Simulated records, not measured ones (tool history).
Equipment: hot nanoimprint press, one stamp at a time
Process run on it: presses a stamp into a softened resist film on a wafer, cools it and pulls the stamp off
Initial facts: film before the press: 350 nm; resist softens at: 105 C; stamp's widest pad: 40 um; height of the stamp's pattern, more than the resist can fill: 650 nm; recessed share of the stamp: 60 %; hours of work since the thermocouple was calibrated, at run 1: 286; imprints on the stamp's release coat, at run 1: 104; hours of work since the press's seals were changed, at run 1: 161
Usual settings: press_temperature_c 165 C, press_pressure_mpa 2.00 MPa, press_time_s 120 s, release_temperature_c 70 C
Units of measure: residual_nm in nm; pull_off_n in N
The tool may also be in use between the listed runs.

run	hour	press_temperature_c	press_pressure_mpa	press_time_s	release_temperature_c	hours of work since the thermocouple was calibrated	imprints on the stamp's release coat	hours of work since the press's seals were changed	residual_nm	pull_off_n
1	0.0	165	2.00	120	70	286	104	161	204.2	213
2	7.4	165	2.00	120	70	291	141	166	204.3	217
3	15.3	165	2.00	120	70	296	180	171	204.9	218
4	25.6	165	2.00	103	70	303	231	178	213.5	221
5	34.0	165	2.00	120	57	309	272	184	204.9	243
# hour 40.4: plate thermocouple calibrated
6	48.6	157	2.00	120	57	6	329	192	255.0	245
7	58.9	165	2.00	120	61	13	379	199	202.4	245
8	67.0	165	2.00	120	61	18	419	204	202.5	244
9	79.7	165	2.00	120	61	27	482	213	203.1	249
10	86.8	165	2.00	120	61	31	517	218	202.9	257
11	95.2	165	2.00	120	60	37	558	223	202.9	257
12	101.8	165	2.81	120	70	42	590	228	171.9	245
13	108.1	165	2.81	120	70	46	622	232	172.0	244
14	119.7	165	2.00	120	76	54	679	240	203.0	241
# hour 137.2: stamp cleaned and given a new release coat
15	139.2	165	2.00	120	76	63	10	249	203.3	198
16	153.2	165	1.22	201	70	72	79	259	219.2	211
17	163.3	165	1.22	201	70	79	129	266	219.3	218
18	176.3	155	2.24	138	73	88	193	274	253.2	217
19	187.2	155	2.24	138	74	95	246	282	253.6	218
20	194.2	155	3.04	119	74	100	281	286	234.3	220
21	204.3	177	2.21	136	68	107	330	293	127.0	227
22	211.4	165	1.80	136	68	112	365	298	206.2	235
23	224.7	165	2.00	120	71	121	431	307	204.8	227
24	235.8	155	1.53	70	70	128	485	315	311.1	235
25	246.5	166	1.95	83	74	136	538	322	222.7	236
26	260.4	165	1.91	94	70	145	607	331	224.0	246
27	268.9	170	2.90	120	70	151	649	337	144.5	245

Below are 5 alternative next runs, each starting from the tool's condition after run 27. Predict each:
A	281.4	159	2.25	120	70	159	710	346	?	?
B	281.4	165	1.21	159	60	159	710	346	?	?
C	281.4	158	2.00	62	77	159	710	346	?	?
D	281.4	165	1.27	120	69	159	710	346	?	?
E	281.4	165	2.28	67	78	159	710	346	?	?

run	residual_nm	pull_off_n
A	233.6	252
B	234.7	269
C	285.1	237
D	245.8	248
E	227.3	231
What these runs would have given with no unlogged condition in the tool:
run	residual_nm	pull_off_n
A	229.7	209
B	231.8	223
C	282.2	197
D	243.0	206
E	223.6	192
